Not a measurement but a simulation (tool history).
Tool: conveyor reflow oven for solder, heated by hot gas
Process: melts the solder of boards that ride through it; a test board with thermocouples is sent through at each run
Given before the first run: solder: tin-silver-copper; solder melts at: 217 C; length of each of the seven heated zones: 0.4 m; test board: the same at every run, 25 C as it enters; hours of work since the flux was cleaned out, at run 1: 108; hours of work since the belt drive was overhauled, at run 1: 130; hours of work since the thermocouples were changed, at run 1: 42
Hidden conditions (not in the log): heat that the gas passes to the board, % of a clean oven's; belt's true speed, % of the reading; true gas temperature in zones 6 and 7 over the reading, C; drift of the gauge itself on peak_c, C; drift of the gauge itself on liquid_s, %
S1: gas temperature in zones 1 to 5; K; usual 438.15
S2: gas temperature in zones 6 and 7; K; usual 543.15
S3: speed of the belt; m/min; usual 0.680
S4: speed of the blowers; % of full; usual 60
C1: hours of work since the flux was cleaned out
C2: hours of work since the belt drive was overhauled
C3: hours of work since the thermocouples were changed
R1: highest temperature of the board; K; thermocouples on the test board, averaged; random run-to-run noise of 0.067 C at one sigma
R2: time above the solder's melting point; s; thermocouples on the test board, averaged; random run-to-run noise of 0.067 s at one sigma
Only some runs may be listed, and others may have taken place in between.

run 1 day=0.000 | S1=438.15 S2=543.15 S3=0.680 S4=60 | C1=108 C2=130 C3=42 | R1=517.85 R2=42.42
run 2 day=0.308 | S1=438.15 S2=549.15 S3=0.680 S4=60 | C1=112 C2=133 C3=46 | R1=522.51 R2=46.24
run 3 day=0.525 | S1=438.15 S2=549.15 S3=0.680 S4=60 | C1=114 C2=135 C3=48 | R1=522.69 R2=46.27
run 4 day=0.842 | S1=438.15 S2=549.15 S3=0.680 S4=60 | C1=118 C2=139 C3=52 | R1=522.42 R2=46.32
run 5 day=1.150 | S1=438.15 S2=549.15 S3=0.680 S4=60 | C1=121 C2=143 C3=55 | R1=522.41 R2=46.30
run 6 day=1.383 | S1=438.15 S2=535.15 S3=0.680 S4=60 | C1=124 C2=145 C3=58 | R1=511.26 R2=36.20
-- day=1.625 flux residue cleaned out of gas plates and filters
run 7 day=1.858 | S1=438.15 S2=535.15 S3=0.680 S4=60 | C1=3 C2=148 C3=61 | R1=510.86 R2=35.87
run 8 day=2.104 | S1=438.15 S2=535.15 S3=0.680 S4=60 | C1=5 C2=151 C3=64 | R1=510.93 R2=35.86
run 9 day=2.429 | S1=438.15 S2=535.15 S3=0.680 S4=60 | C1=9 C2=155 C3=67 | R1=510.83 R2=35.78
run 10 day=2.733 | S1=438.15 S2=535.15 S3=0.680 S4=75 | C1=13 C2=158 C3=71 | R1=513.91 R2=39.70
-- day=3.075 flux residue cleaned out of gas plates and filters, once more
run 11 day=3.112 | S1=438.15 S2=535.15 S3=0.680 S4=75 | C1=0 C2=160 C3=73 | R1=515.45 R2=41.55
run 12 day=3.375 | S1=450.15 S2=544.15 S3=0.744 S4=54 | C1=3 C2=163 C3=76 | R1=517.12 R2=40.84
run 13 day=3.754 | S1=450.15 S2=544.15 S3=0.744 S4=58 | C1=8 C2=167 C3=80 | R1=518.14 R2=42.06
run 14 day=4.038 | S1=438.15 S2=556.15 S3=0.680 S4=70 | C1=11 C2=171 C3=83 | R1=531.82 R2=53.10
run 15 day=4.350 | S1=438.15 S2=540.15 S3=0.708 S4=70 | C1=14 C2=174 C3=87 | R1=516.88 R2=40.40
run 16 day=4.667 | S1=438.15 S2=540.15 S3=0.708 S4=70 | C1=18 C2=178 C3=90 | R1=516.95 R2=40.49
run 17 day=4.825 | S1=443.15 S2=543.15 S3=0.620 S4=60 | C1=20 C2=179 C3=92 | R1=523.23 R2=54.24
run 18 day=4.996 | S1=424.15 S2=537.15 S3=0.680 S4=55 | C1=22 C2=181 C3=94 | R1=509.15 R2=30.40
run 19 day=5.158 | S1=424.15 S2=537.15 S3=0.680 S4=55 | C1=24 C2=183 C3=96 | R1=509.02 R2=30.31
run 20 day=5.529 | S1=442.15 S2=537.15 S3=0.713 S4=55 | C1=28 C2=187 C3=100 | R1=511.39 R2=35.34
run 21 day=5.704 | S1=438.15 S2=543.15 S3=0.680 S4=55 | C1=30 C2=189 C3=102 | R1=517.24 R2=41.98
run 22 day=5.925 | S1=431.15 S2=542.15 S3=0.776 S4=61 | C1=32 C2=192 C3=105 | R1=510.54 R2=28.38

How would selected steps in R1 from run to run divide? Give the signed amount a tool lacking its hidden state would still show from settings, what came in and random variation, and the signed amount left for the hidden state, including any gauge scatter that is not in both of the compared results.
Run 6 -> 7: flux residue cleaned out of gas plates and filters. R1 -0.40 K: hidden state -0.35, all else -0.05.
Run 10 -> 11: flux residue cleaned out of gas plates and filters, once more. R1 +1.54 K: hidden state +1.46, all else +0.08.
Run 14 -> 15: S2 556.15 -> 540.15, S3 0.680 -> 0.708. R1 -14.94 K: hidden state -0.02, all else -14.92.
Run 17 -> 18: S1 443.15 -> 424.15, S2 543.15 -> 537.15, S3 0.620 -> 0.680, S4 60 -> 55. R1 -14.08 K: hidden state -0.03, all else -14.05.
